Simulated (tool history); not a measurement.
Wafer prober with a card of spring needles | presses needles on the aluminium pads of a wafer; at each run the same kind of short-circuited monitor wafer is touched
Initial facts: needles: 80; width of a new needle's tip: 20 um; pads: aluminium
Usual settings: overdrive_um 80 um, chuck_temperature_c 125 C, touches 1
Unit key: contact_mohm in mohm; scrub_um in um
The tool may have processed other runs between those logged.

| run | hour | overdrive_um | chuck_temperature_c | touches | contact_mohm | scrub_um |
|---|---|---|---|---|---|---|
| 1 | 0.0 | 80 | 125 | 1 | 347 | 15.94 |
|  | 9.2 | tips cleaned on abrasive film |
| 2 | 13.1 | 80 | 125 | 1 | 366 | 15.82 |
|  | 20.8 | tips cleaned on abrasive film |
| 3 | 28.9 | 61 | 125 | 1 | 457 | 11.97 |
|  | 32.7 | tips cleaned on abrasive film |
| 4 | 40.3 | 61 | 125 | 1 | 452 | 12.02 |
|  | 44.7 | tips cleaned on abrasive film |
| 5 | 54.3 | 61 | 125 | 1 | 468 | 11.95 |
|  | 56.3 | tips cleaned on abrasive film |
| 6 | 65.3 | 61 | 125 | 1 | 470 | 12.01 |
|  | 67.5 | tips cleaned on abrasive film |
|  | 79.0 | tips cleaned on abrasive film |
| 7 | 80.0 | 80 | 125 | 1 | 325 | 15.83 |
| 8 | 88.8 | 80 | 125 | 1 | 400 | 15.70 |
|  | 90.8 | tips cleaned on abrasive film |
| 9 | 100.4 | 80 | 125 | 1 | 397 | 15.78 |
|  | 103.0 | tips cleaned on abrasive film |
| 10 | 110.7 | 80 | 125 | 1 | 389 | 15.77 |
|  | 114.2 | tips cleaned on abrasive film |
| 11 | 120.3 | 80 | 125 | 1 | 385 | 15.58 |
|  | 126.0 | tips cleaned on abrasive film |
|  | 137.2 | tips cleaned on abrasive film |
| 12 | 137.2 | 80 | 125 | 1 | 313 | 15.63 |
|  | 148.6 | tips cleaned on abrasive film |
| 13 | 149.4 | 80 | 125 | 1 | 325 | 15.52 |
|  | 160.5 | tips cleaned on abrasive film |
| 14 | 163.2 | 80 | 125 | 1 | 354 | 15.56 |
|  | 172.6 | tips cleaned on abrasive film |
| 15 | 179.6 | 80 | 125 | 1 | 391 | 15.51 |
|  | 184.1 | tips cleaned on abrasive film |
| 16 | 193.8 | 80 | 125 | 1 | 405 | 15.48 |
|  | 195.4 | tips cleaned on abrasive film |
| 17 | 205.1 | 80 | 125 | 1 | 406 | 15.46 |
|  | 206.7 | tips cleaned on abrasive film |
|  | 218.0 | tips cleaned on abrasive film |
| 18 | 219.2 | 80 | 125 | 1 | 324 | 15.52 |
| 19 | 226.2 | 64 | 37 | 2 | 381 | 12.29 |
|  | 229.2 | tips cleaned on abrasive film |
| 20 | 234.8 | 75 | 32 | 1 | 381 | 14.46 |
|  | 240.4 | tips cleaned on abrasive film |
| 21 | 247.0 | 87 | 105 | 2 | 338 | 16.87 |
|  | 251.5 | tips cleaned on abrasive film |
| 22 | 260.1 | 87 | 65 | 2 | 340 | 16.83 |

Run 23 has not been measured yet. What should we expect?
|  | 263.1 | tips cleaned on abrasive film |
|  | 274.7 | tips cleaned on abrasive film |
| 23 | 276.1 | 87 | 65 | 1 | ? | ? |

contact_mohm: 314 mohm
scrub_um: 16.74 um
With no hidden state in the tool, this same run would have given contact_mohm 279 mohm, scrub_um 17.35 um.

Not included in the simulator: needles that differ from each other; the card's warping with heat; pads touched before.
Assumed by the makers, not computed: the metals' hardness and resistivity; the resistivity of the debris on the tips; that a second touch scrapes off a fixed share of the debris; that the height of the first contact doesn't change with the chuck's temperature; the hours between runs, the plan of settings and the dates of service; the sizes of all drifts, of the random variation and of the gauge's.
